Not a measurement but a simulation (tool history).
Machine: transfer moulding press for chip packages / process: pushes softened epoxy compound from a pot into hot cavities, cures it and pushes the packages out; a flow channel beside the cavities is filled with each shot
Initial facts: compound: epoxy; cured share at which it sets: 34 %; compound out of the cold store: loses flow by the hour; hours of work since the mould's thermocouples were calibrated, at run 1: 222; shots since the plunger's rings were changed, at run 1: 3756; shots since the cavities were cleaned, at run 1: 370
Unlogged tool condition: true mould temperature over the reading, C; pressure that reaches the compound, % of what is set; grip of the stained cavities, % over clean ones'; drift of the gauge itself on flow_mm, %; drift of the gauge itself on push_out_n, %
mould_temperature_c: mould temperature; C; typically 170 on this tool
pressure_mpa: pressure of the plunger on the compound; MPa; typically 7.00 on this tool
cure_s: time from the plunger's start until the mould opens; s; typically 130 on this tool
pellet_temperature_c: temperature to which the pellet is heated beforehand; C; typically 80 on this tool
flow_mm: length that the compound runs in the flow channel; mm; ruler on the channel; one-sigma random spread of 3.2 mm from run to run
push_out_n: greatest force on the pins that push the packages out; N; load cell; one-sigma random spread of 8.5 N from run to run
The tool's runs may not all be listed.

run	hour	mould_temperature_c	pressure_mpa	cure_s	pellet_temperature_c	hours of work since the mould's thermocouples were calibrated	shots since the plunger's rings were changed	shots since the cavities were cleaned	incoming compound's hours out of the cold store	flow_mm	push_out_n
1	0.0	170	7.00	130	80	222	3756	370	29.2	929	473
2	9.0	170	7.00	130	80	229	3841	455	47.2	865	480
3	15.1	170	7.00	130	75	233	3899	513	11.4	985	497
# hour 20.7: cavities cleaned with cleaning compound and waxed
4	25.9	170	7.00	130	75	239	3987	49	30.4	920	404
# hour 30.8: plunger's sealing rings changed
5	35.3	170	7.00	130	75	244	42	114	35.1	954	412
6	43.6	170	7.00	130	75	250	121	193	43.9	920	411
7	55.1	170	7.00	130	75	258	230	302	40.9	934	483
8	66.8	170	7.00	130	75	267	341	413	42.9	926	487
9	78.6	170	7.00	130	75	275	453	525	29.0	968	485
# hour 83.2: cavities cleaned with cleaning compound and waxed
10	91.5	170	7.00	130	75	283	561	79	35.5	953	402
11	103.6	170	7.00	130	80	291	675	193	41.5	927	442
12	109.3	170	7.00	123	80	295	730	248	23.4	986	483
13	119.9	170	7.00	123	80	303	830	348	18.7	997	523
14	130.8	170	7.00	123	80	311	933	451	29.3	952	530
# hour 133.5: mould's thermocouples calibrated
15	138.6	177	7.00	130	80	4	989	507	40.0	893	453
# hour 144.9: cavities cleaned with cleaning compound and waxed
16	148.4	177	7.00	130	80	9	1066	32	11.1	978	372
17	155.3	177	7.00	128	80	14	1132	98	32.0	913	356
18	161.0	177	7.00	128	80	18	1186	152	12.2	975	388
19	166.8	170	7.00	124	86	22	1242	208	10.5	1014	496
20	175.3	170	7.00	124	86	28	1321	287	19.5	988	486
21	185.6	163	7.51	167	71	36	1420	386	18.7	1079	507
# hour 191.9: mould's thermocouples calibrated, once more
22	194.9	176	7.00	123	80	2	1489	455	20.6	949	447
# hour 206.6: cavities cleaned with cleaning compound and waxed
23	206.9	170	7.00	163	86	9	1588	2	32.6	938	345
24	213.9	170	7.00	163	86	14	1654	68	10.7	1013	345
25	222.9	162	5.45	110	77	21	1740	154	45.0	834	932
26	228.9	174	5.45	123	77	25	1797	211	37.5	792	404
27	235.5	174	6.51	140	83	30	1859	273	19.8	923	407

What differs in the tool's unlogged condition from the final listed run ahead of each entry between runs to the first listed run following it?
Runs 3 to 4: cavities cleaned with cleaning compound and waxed (hour 20.7)
  true mould temperature over the reading, C: -0.69 -> -0.7; pressure that reaches the compound, % of what is set: 89.34 -> 89.09; grip of the stained cavities, % over clean ones': 29.5 -> 5.2
  measured value less the no-hidden-state value, flow_mm: -53 -> -50 mm; push_out_n: +126 -> +30 N
Runs 4 to 5: plunger's sealing rings changed (hour 30.8)
  true mould temperature over the reading, C: -0.7 -> -0.71; pressure that reaches the compound, % of what is set: 89.09 -> 98.98; grip of the stained cavities, % over clean ones': 5.2 -> 9.5
  measured value less the no-hidden-state value, flow_mm: -50 -> -1 mm; push_out_n: +30 -> +45 N
Runs 9 to 10: cavities cleaned with cleaning compound and waxed (hour 83.2)
  true mould temperature over the reading, C: -0.75 -> -0.76; pressure that reaches the compound, % of what is set: 97.91 -> 97.62; grip of the stained cavities, % over clean ones': 29.5 -> 7.6
  measured value less the no-hidden-state value, flow_mm: -6 -> -7 mm; push_out_n: +122 -> +38 N
Runs 14 to 15: mould's thermocouples calibrated (hour 133.5)
  true mould temperature over the reading, C: -0.8 -> -0.96; pressure that reaches the compound, % of what is set: 96.65 -> 96.51; grip of the stained cavities, % over clean ones': 27 -> 29.3
  measured value less the no-hidden-state value, flow_mm: -12 -> -12 mm; push_out_n: +128 -> +104 N
Runs 15 to 16: cavities cleaned with cleaning compound and waxed (hour 144.9)
  true mould temperature over the reading, C: -0.96 -> -0.97; pressure that reaches the compound, % of what is set: 96.51 -> 96.3; grip of the stained cavities, % over clean ones': 29.3 -> 6.2
  measured value less the no-hidden-state value, flow_mm: -12 -> -14 mm; push_out_n: +104 -> +24 N
Runs 21 to 22: mould's thermocouples calibrated, once more (hour 191.9)
  true mould temperature over the reading, C: -1.01 -> -0.31; pressure that reaches the compound, % of what is set: 95.34 -> 95.16; grip of the stained cavities, % over clean ones': 25.5 -> 28.2
  measured value less the no-hidden-state value, flow_mm: -18 -> -22 mm; push_out_n: +121 -> +100 N
Runs 22 to 23: cavities cleaned with cleaning compound and waxed (hour 206.6)
  true mould temperature over the reading, C: -0.31 -> -0.32; pressure that reaches the compound, % of what is set: 95.16 -> 94.9; grip of the stained cavities, % over clean ones': 28.2 -> 2.7
  measured value less the no-hidden-state value, flow_mm: -22 -> -23 mm; push_out_n: +100 -> +10 N

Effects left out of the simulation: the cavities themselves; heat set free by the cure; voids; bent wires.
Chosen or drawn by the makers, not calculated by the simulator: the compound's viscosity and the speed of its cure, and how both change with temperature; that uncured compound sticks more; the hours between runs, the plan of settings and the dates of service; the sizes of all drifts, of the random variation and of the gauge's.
